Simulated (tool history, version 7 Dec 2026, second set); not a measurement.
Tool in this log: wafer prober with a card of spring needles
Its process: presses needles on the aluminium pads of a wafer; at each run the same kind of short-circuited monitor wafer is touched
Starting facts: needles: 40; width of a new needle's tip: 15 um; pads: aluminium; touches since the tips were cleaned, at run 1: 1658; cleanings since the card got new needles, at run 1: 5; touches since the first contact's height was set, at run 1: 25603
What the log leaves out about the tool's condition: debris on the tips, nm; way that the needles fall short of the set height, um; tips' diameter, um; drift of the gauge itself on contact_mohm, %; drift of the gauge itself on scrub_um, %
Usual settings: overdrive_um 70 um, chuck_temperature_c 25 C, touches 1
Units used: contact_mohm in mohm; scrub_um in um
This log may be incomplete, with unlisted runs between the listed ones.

run,hour,overdrive_um,chuck_temperature_c,touches,touches since the tips were cleaned,cleanings since the card got new needles,touches since the first contact's height was set,contact_mohm,scrub_um
1,0.0,70,25,1,1658,5,25603,180,9.42
2,5.0,70,25,1,2706,5,26651,204,9.43
3,11.6,70,25,1,4100,5,28045,222,9.42
# hour 14.5: tips cleaned on abrasive film
4,20.8,70,25,3,1330,6,29964,176,9.40
5,27.1,70,25,3,2647,6,31281,172,9.50
6,31.9,70,25,3,3656,6,32290,173,9.64
# hour 36.6: tips cleaned on abrasive film
7,40.4,70,25,3,798,7,34061,129,9.51
8,45.5,70,25,3,1863,7,35126,139,9.47
9,52.9,70,25,1,3426,7,36689,218,9.34
10,58.0,70,116,1,4501,7,37764,225,9.42
# hour 58.9: tips cleaned on abrasive film
11,66.9,70,116,1,1691,8,39616,181,9.41
12,75.8,84,116,1,3571,8,41496,191,11.24
# hour 81.4: tips cleaned on abrasive film
# hour 83.2: tips cleaned on abrasive film, once more
13,86.7,84,116,2,720,10,43733,134,11.35
14,91.7,84,116,2,1775,10,44788,148,11.27
15,98.2,84,116,2,3139,10,46152,160,11.24
# hour 105.1: tips cleaned on abrasive film
16,108.3,84,116,2,681,11,48265,139,11.08
17,115.0,84,78,2,2089,11,49673,151,11.33
18,121.2,80,64,2,3407,11,50991,166,10.81
# hour 127.1: tips cleaned on abrasive film
19,130.0,80,64,2,618,12,52812,132,10.75
20,138.9,80,64,2,2491,12,54685,160,10.83
21,144.4,80,64,2,3645,12,55839,164,10.86
# hour 149.0: tips cleaned on abrasive film
22,153.3,70,25,2,900,13,57693,143,9.25
23,159.6,70,115,1,2224,13,59017,197,9.23
24,170.2,70,115,1,4457,13,61250,228,9.35
# hour 171.0: tips cleaned on abrasive film
25,180.4,75,28,1,1983,14,63378,178,10.11
26,187.8,58,65,1,3529,14,64924,251,7.64
# hour 193.4: tips cleaned on abrasive film
27,194.8,58,83,1,296,15,66380,152,7.66
28,199.6,58,29,1,1315,15,67399,197,7.72
29,206.2,58,29,3,2692,15,68776,162,7.71
30,211.9,76,29,1,3891,15,69975,208,10.05
# hour 215.5: tips cleaned on abrasive film
31,220.1,70,25,3,975,16,71692,130,9.26
32,229.6,54,25,3,2977,16,73694,175,7.26
# hour 237.6: tips cleaned on abrasive film
33,237.6,54,25,3,0,17,75358,123,7.06
34,244.2,53,50,2,1384,17,76742,179,6.97

Per-run results on a tool with no hidden state, each run keeping its own random variation:
run,contact_mohm,scrub_um
1,113,9.48
2,115,9.49
3,113,9.48
4,114,9.48
5,114,9.58
6,115,9.71
7,114,9.59
8,113,9.56
9,116,9.42
10,124,9.51
11,125,9.50
12,125,11.34
13,122,11.47
14,123,11.39
15,124,11.37
16,125,11.21
17,119,11.47
18,120,10.94
19,116,10.89
20,120,10.98
21,116,11.00
22,115,9.42
23,126,9.39
24,126,9.51
25,113,10.29
26,120,7.81
27,124,7.85
28,116,7.90
29,117,7.90
30,112,10.24
31,112,9.46
32,119,7.45
33,115,7.26
34,121,7.17
